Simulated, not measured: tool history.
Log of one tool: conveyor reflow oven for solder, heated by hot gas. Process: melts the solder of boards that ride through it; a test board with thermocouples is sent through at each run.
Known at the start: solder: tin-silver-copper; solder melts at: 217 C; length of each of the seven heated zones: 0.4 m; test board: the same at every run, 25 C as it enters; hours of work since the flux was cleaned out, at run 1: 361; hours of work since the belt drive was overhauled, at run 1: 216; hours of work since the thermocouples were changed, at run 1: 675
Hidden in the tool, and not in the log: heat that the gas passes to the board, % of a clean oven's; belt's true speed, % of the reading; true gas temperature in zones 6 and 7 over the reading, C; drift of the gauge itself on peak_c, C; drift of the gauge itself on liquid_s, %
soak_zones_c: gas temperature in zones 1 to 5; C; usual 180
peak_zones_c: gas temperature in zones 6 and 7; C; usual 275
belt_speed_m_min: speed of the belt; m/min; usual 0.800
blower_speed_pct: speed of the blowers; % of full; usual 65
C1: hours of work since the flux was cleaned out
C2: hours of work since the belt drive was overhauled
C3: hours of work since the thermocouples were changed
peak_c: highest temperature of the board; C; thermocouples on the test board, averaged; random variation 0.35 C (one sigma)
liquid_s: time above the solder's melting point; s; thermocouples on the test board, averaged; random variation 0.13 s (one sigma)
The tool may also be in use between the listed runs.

{"run": 1, "hour": 0.0, "soak_zones_c": 180, "peak_zones_c": 275, "belt_speed_m_min": 0.8, "blower_speed_pct": 65, "C1": 361, "C2": 216, "C3": 675, "peak_c": 258.6, "liquid_s": 50.1}
{"run": 2, "hour": 7.4, "soak_zones_c": 177, "peak_zones_c": 275, "belt_speed_m_min": 0.8, "blower_speed_pct": 65, "C1": 366, "C2": 221, "C3": 679, "peak_c": 258.8, "liquid_s": 49.0}
{"run": 3, "hour": 15.7, "soak_zones_c": 180, "peak_zones_c": 275, "belt_speed_m_min": 0.8, "blower_speed_pct": 66, "C1": 371, "C2": 226, "C3": 685, "peak_c": 258.5, "liquid_s": 50.2}
{"run": 4, "hour": 24.9, "soak_zones_c": 180, "peak_zones_c": 275, "belt_speed_m_min": 0.8, "blower_speed_pct": 70, "C1": 377, "C2": 232, "C3": 690, "peak_c": 260.5, "liquid_s": 50.6}
{"run": 5, "hour": 31.5, "soak_zones_c": 180, "peak_zones_c": 275, "belt_speed_m_min": 0.8, "blower_speed_pct": 65, "C1": 381, "C2": 236, "C3": 695, "peak_c": 259.4, "liquid_s": 50.0}
{"run": 6, "hour": 40.0, "soak_zones_c": 180, "peak_zones_c": 275, "belt_speed_m_min": 0.8, "blower_speed_pct": 65, "C1": 386, "C2": 241, "C3": 700, "peak_c": 259.1, "liquid_s": 50.2}
{"run": 7, "hour": 44.9, "soak_zones_c": 180, "peak_zones_c": 275, "belt_speed_m_min": 0.8, "blower_speed_pct": 65, "C1": 389, "C2": 244, "C3": 703, "peak_c": 259.3, "liquid_s": 50.2}
{"run": 8, "hour": 53.9, "soak_zones_c": 180, "peak_zones_c": 275, "belt_speed_m_min": 0.8, "blower_speed_pct": 65, "C1": 395, "C2": 250, "C3": 709, "peak_c": 259.0, "liquid_s": 50.3}
{"run": 9, "hour": 62.3, "soak_zones_c": 180, "peak_zones_c": 275, "belt_speed_m_min": 0.808, "blower_speed_pct": 65, "C1": 400, "C2": 255, "C3": 714, "peak_c": 259.0, "liquid_s": 49.4}
{"run": 10, "hour": 67.3, "soak_zones_c": 180, "peak_zones_c": 275, "belt_speed_m_min": 0.808, "blower_speed_pct": 65, "C1": 404, "C2": 259, "C3": 717, "peak_c": 258.6, "liquid_s": 49.4}
{"run": 11, "hour": 76.7, "soak_zones_c": 180, "peak_zones_c": 275, "belt_speed_m_min": 0.808, "blower_speed_pct": 65, "C1": 410, "C2": 265, "C3": 723, "peak_c": 258.9, "liquid_s": 49.3}

The next listed run, before its measurement:
{"run": 12, "hour": 82.9, "soak_zones_c": 166, "peak_zones_c": 276, "belt_speed_m_min": 0.831, "blower_speed_pct": 83, "C1": 413, "C2": 268, "C3": 727, "peak_c": "?", "liquid_s": "?"}

peak_c: 260.3 C
liquid_s: 45.4 s
Without the tool's hidden state the same run would have given peak_c 260.6 C, liquid_s 45.5 s.
